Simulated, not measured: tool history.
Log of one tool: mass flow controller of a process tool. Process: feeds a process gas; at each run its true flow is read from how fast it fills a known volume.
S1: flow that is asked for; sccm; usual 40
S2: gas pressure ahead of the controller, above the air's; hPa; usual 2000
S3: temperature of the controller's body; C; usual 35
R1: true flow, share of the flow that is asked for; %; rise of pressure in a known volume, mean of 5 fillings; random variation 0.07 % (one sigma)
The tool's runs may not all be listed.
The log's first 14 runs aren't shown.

{"run": 15, "hour": 1149.3, "S1": 40, "S2": 2020, "S3": 35, "R1": 98.93}
{"run": 16, "hour": 1254.9, "S1": 40, "S2": 2000, "S3": 35, "R1": 98.95}
{"run": 17, "hour": 1321.5, "S1": 40, "S2": 2040, "S3": 35, "R1": 98.99}
{"run": 18, "hour": 1435.8, "S1": 40, "S2": 2040, "S3": 35, "R1": 98.87}
{"run": 19, "hour": 1549.2, "S1": 40, "S2": 2740, "S3": 24, "R1": 98.86}
{"run": 20, "hour": 1638.9, "S1": 83, "S2": 1630, "S3": 25, "R1": 100.0}
{"run": 21, "hour": 1765.3, "S1": 49, "S2": 2280, "S3": 23, "R1": 99.28}
{"run": 22, "hour": 1888.7, "S1": 58, "S2": 1810, "S3": 31, "R1": 99.48}
{"run": 23, "hour": 1985.4, "S1": 58, "S2": 1810, "S3": 31, "R1": 99.39}
{"run": 24, "hour": 2047.7, "S1": 58, "S2": 1810, "S3": 31, "R1": 99.42}
{"run": 25, "hour": 2127.4, "S1": 19, "S2": 2000, "S3": 35, "R1": 98.68}
{"run": 26, "hour": 2246.0, "S1": 19, "S2": 2000, "S3": 35, "R1": 98.72}
{"run": 27, "hour": 2332.8, "S1": 15, "S2": 2410, "S3": 22, "R1": 98.86}
{"run": 28, "hour": 2397.6, "S1": 31, "S2": 1570, "S3": 28, "R1": 99.2}
{"run": 29, "hour": 2476.5, "S1": 31, "S2": 1570, "S3": 28, "R1": 99.21}
{"run": 30, "hour": 2543.9, "S1": 31, "S2": 1570, "S3": 28, "R1": 99.3}
{"run": 31, "hour": 2637.7, "S1": 19, "S2": 1570, "S3": 28, "R1": 99.07}
{"run": 32, "hour": 2704.1, "S1": 57, "S2": 2000, "S3": 27, "R1": 99.36}
{"run": 33, "hour": 2792.6, "S1": 40, "S2": 2340, "S3": 27, "R1": 98.85}
{"run": 34, "hour": 2861.2, "S1": 17, "S2": 2780, "S3": 32, "R1": 98.2}

4 ways to go on from here, each from the tool as it stands after run 34. What would each give?
{"run": "A", "hour": 2913.9, "S1": 40, "S2": 1990, "S3": 23, "R1": "?"}
{"run": "B", "hour": 2913.9, "S1": 36, "S2": 2000, "S3": 35, "R1": "?"}
{"run": "C", "hour": 2913.9, "S1": 17, "S2": 2780, "S3": 30, "R1": "?"}
{"run": "D", "hour": 2913.9, "S1": 58, "S2": 1430, "S3": 32, "R1": "?"}

run=A R1=99.19
run=B R1=98.89
run=C R1=98.22
run=D R1=99.49
Without the tool's hidden state the same runs would have given:
run=A R1=99.17
run=B R1=98.87
run=C R1=98.22
run=D R1=99.46
